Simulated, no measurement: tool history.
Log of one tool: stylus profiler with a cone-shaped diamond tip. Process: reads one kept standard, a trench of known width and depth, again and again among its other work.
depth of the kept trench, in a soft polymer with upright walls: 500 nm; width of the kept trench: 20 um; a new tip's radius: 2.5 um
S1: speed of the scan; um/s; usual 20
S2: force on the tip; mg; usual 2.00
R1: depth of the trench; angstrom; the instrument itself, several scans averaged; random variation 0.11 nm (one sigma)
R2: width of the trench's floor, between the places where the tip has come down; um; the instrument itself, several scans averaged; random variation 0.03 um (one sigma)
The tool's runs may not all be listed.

{"run": 1, "hour": 0.0, "S1": 20, "S2": 2.0, "R1": 5029.0, "R2": 16.33}
{"run": 2, "hour": 60.1, "S1": 20, "S2": 2.0, "R1": 5027.8, "R2": 16.24}
{"run": 3, "hour": 120.8, "S1": 20, "S2": 2.0, "R1": 5027.2, "R2": 16.22}
{"run": 4, "hour": 169.9, "S1": 15, "S2": 2.0, "R1": 5025.1, "R2": 16.16}
{"run": 5, "hour": 263.3, "S1": 15, "S2": 2.0, "R1": 5026.3, "R2": 16.04}
{"run": 6, "hour": 313.4, "S1": 20, "S2": 2.0, "R1": 5026.3, "R2": 15.9}
{"run": 7, "hour": 397.6, "S1": 20, "S2": 2.0, "R1": 5024.0, "R2": 15.91}
{"run": 8, "hour": 508.8, "S1": 20, "S2": 1.58, "R1": 5019.9, "R2": 15.79}
{"run": 9, "hour": 600.0, "S1": 20, "S2": 1.58, "R1": 5017.5, "R2": 15.64}
{"run": 10, "hour": 687.3, "S1": 20, "S2": 1.14, "R1": 5012.0, "R2": 15.58}
{"hour": 798.3, "done": "new tip fitted, height scale calibrated"}
{"run": 11, "hour": 798.3, "S1": 7, "S2": 1.16, "R1": 5020.8, "R2": 17.07}

Forecast run 12:
{"run": 12, "hour": 876.7, "S1": 38, "S2": 0.97, "R1": "?", "R2": "?"}

R1: 5018.6 angstrom
R2: 16.78 um
Without the tool's hidden state the same run would have given R1 5019.4 angstrom, R2 16.87 um.

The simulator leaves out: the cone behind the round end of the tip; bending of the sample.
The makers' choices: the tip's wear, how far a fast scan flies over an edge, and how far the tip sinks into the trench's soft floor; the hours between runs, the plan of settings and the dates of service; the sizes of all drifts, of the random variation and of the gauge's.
